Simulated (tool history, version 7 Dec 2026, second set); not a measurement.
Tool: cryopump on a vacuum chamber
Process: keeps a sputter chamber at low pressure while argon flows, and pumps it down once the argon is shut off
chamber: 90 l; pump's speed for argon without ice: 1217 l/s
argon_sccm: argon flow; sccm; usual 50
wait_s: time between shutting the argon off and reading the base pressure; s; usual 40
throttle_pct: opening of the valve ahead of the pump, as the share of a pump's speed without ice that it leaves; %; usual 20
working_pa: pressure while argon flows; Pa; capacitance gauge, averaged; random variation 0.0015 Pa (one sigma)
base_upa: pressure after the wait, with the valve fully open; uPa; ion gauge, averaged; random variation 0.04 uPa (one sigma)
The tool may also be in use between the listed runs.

run 1 hour=0 | argon_sccm=50 wait_s=40 throttle_pct=20 | working_pa=0.352 base_upa=4.48
run 2 hour=66.7 | argon_sccm=68 wait_s=40 throttle_pct=20 | working_pa=0.4812 base_upa=4.51
run 3 hour=104.1 | argon_sccm=68 wait_s=40 throttle_pct=20 | working_pa=0.4785 base_upa=4.46
-- hour=174.1 leaking fittings of the chamber tightened, without venting
run 4 hour=174.1 | argon_sccm=50 wait_s=40 throttle_pct=20 | working_pa=0.3543 base_upa=2.35
run 5 hour=260.9 | argon_sccm=50 wait_s=57 throttle_pct=20 | working_pa=0.3568 base_upa=1.76
run 6 hour=346.5 | argon_sccm=50 wait_s=40 throttle_pct=20 | working_pa=0.3561 base_upa=2.41
run 7 hour=400 | argon_sccm=58 wait_s=40 throttle_pct=20 | working_pa=0.416 base_upa=2.62
run 8 hour=458.1 | argon_sccm=58 wait_s=40 throttle_pct=20 | working_pa=0.4159 base_upa=2.68
run 9 hour=495.9 | argon_sccm=50 wait_s=40 throttle_pct=20 | working_pa=0.3601 base_upa=2.67
run 10 hour=577.9 | argon_sccm=82 wait_s=40 throttle_pct=20 | working_pa=0.5951 base_upa=2.75
run 11 hour=653.6 | argon_sccm=50 wait_s=40 throttle_pct=15 | working_pa=0.4783 base_upa=2.79
run 12 hour=721 | argon_sccm=50 wait_s=40 throttle_pct=15 | working_pa=0.4793 base_upa=2.81
run 13 hour=769.8 | argon_sccm=50 wait_s=40 throttle_pct=15 | working_pa=0.4828 base_upa=3.01
run 14 hour=837.5 | argon_sccm=50 wait_s=40 throttle_pct=15 | working_pa=0.4871 base_upa=2.96
run 15 hour=885.6 | argon_sccm=23 wait_s=40 throttle_pct=15 | working_pa=0.224 base_upa=3.02
-- hour=902.2 pump warmed up, emptied and cooled again
run 16 hour=969.2 | argon_sccm=50 wait_s=40 throttle_pct=20 | working_pa=0.3501 base_upa=2.89
run 17 hour=1044.8 | argon_sccm=50 wait_s=40 throttle_pct=20 | working_pa=0.3505 base_upa=3
run 18 hour=1100.8 | argon_sccm=50 wait_s=218 throttle_pct=59 | working_pa=0.1201 base_upa=1.29
run 19 hour=1182.2 | argon_sccm=33 wait_s=215 throttle_pct=20 | working_pa=0.2329 base_upa=1.37
run 20 hour=1236.5 | argon_sccm=33 wait_s=215 throttle_pct=20 | working_pa=0.232 base_upa=1.42
run 21 hour=1296.7 | argon_sccm=33 wait_s=215 throttle_pct=20 | working_pa=0.2356 base_upa=1.44
run 22 hour=1384.3 | argon_sccm=33 wait_s=215 throttle_pct=20 | working_pa=0.2348 base_upa=1.58
run 23 hour=1443.2 | argon_sccm=39 wait_s=203 throttle_pct=20 | working_pa=0.2782 base_upa=1.65
run 24 hour=1496.3 | argon_sccm=39 wait_s=203 throttle_pct=20 | working_pa=0.2776 base_upa=1.69
run 25 hour=1533.7 | argon_sccm=74 wait_s=144 throttle_pct=45 | working_pa=0.2459 base_upa=1.9
run 26 hour=1619.7 | argon_sccm=23 wait_s=40 throttle_pct=51 | working_pa=0.0697 base_upa=3.46
run 27 hour=1665.7 | argon_sccm=99 wait_s=66 throttle_pct=16 | working_pa=0.8853 base_upa=2.76
run 28 hour=1711.2 | argon_sccm=50 wait_s=242 throttle_pct=20 | working_pa=0.364 base_upa=1.81
run 29 hour=1791.7 | argon_sccm=22 wait_s=233 throttle_pct=43 | working_pa=0.0779 base_upa=1.95
run 30 hour=1840.3 | argon_sccm=22 wait_s=233 throttle_pct=43 | working_pa=0.0793 base_upa=2.07
run 31 hour=1915.3 | argon_sccm=50 wait_s=54 throttle_pct=19 | working_pa=0.3838 base_upa=3.35
run 32 hour=1956.1 | argon_sccm=50 wait_s=54 throttle_pct=19 | working_pa=0.3887 base_upa=3.33
run 33 hour=2044.8 | argon_sccm=50 wait_s=54 throttle_pct=19 | working_pa=0.3873 base_upa=3.42

Forecast each of these 4 alternatives for the next run:
-- hour=2096.1 pump warmed up, emptied and cooled again
run A hour=2119.9 | argon_sccm=55 wait_s=240 throttle_pct=41 | working_pa=? base_upa=?
-- hour=2096.1 pump warmed up, emptied and cooled again
run B hour=2119.9 | argon_sccm=81 wait_s=40 throttle_pct=20 | working_pa=? base_upa=?
-- hour=2096.1 pump warmed up, emptied and cooled again
run C hour=2119.9 | argon_sccm=61 wait_s=21 throttle_pct=17 | working_pa=? base_upa=?
-- hour=2096.1 pump warmed up, emptied and cooled again
run D hour=2119.9 | argon_sccm=90 wait_s=54 throttle_pct=23 | working_pa=? base_upa=?

run=A working_pa=0.1884 base_upa=1.83
run=B working_pa=0.5654 base_upa=3.69
run=C working_pa=0.4992 base_upa=5.49
run=D working_pa=0.5497 base_upa=3.03
Without the tool's hidden state the same runs would have given:
run=A working_pa=0.186 base_upa=0.56
run=B working_pa=0.5618 base_upa=2.37
run=C working_pa=0.4966 base_upa=4.2
run=D working_pa=0.5458 base_upa=1.76
